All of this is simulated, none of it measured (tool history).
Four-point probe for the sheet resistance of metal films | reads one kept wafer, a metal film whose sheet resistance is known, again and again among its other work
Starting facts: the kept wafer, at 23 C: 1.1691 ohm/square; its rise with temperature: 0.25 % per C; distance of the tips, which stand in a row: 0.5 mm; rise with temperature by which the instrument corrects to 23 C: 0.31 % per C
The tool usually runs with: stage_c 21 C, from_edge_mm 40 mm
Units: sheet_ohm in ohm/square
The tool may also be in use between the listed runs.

Run 1, hour 0.0: usual settings. Result: sheet_ohm 1.165738 ohm/square.
Run 2, hour 27.3: usual settings but from_edge_mm 42 mm. Result: sheet_ohm 1.165277 ohm/square.
Run 3, hour 49.2: usual settings but stage_c 33 C, from_edge_mm 42 mm. Result: sheet_ohm 1.157838 ohm/square.
Run 4, hour 78.5: usual settings. Result: sheet_ohm 1.165867 ohm/square.
Run 5, hour 109.5: usual settings. Result: sheet_ohm 1.165284 ohm/square.
Run 6, hour 126.5: usual settings. Result: sheet_ohm 1.165049 ohm/square.
Run 7, hour 139.7: usual settings but from_edge_mm 54 mm. Result: sheet_ohm 1.165475 ohm/square.
Run 8, hour 168.9: usual settings but from_edge_mm 54 mm. Result: sheet_ohm 1.164816 ohm/square.
Run 9, hour 200.3: usual settings but from_edge_mm 54 mm. Result: sheet_ohm 1.164659 ohm/square.
Run 10, hour 225.0: usual settings but from_edge_mm 54 mm. Result: sheet_ohm 1.165028 ohm/square.
Run 11, hour 256.1: usual settings but from_edge_mm 54 mm. Result: sheet_ohm 1.164477 ohm/square.
Run 12, hour 269.3: usual settings but stage_c 30 C, from_edge_mm 13 mm. Result: sheet_ohm 1.159074 ohm/square.
Run 13, hour 288.2: usual settings but stage_c 26 C, from_edge_mm 11 mm. Result: sheet_ohm 1.161749 ohm/square.
Run 14, hour 313.8: usual settings but stage_c 25 C, from_edge_mm 9 mm. Result: sheet_ohm 1.163123 ohm/square.

What will run 15 give?
Run 15, hour 333.9: usual settings but stage_c 31 C, from_edge_mm 72 mm. Result: sheet_ohm ?.

{"run 15": {"sheet_ohm": 1.157311}}
Had the tool carried no hidden state, the very same run would have given sheet_ohm 1.163821 ohm/square.
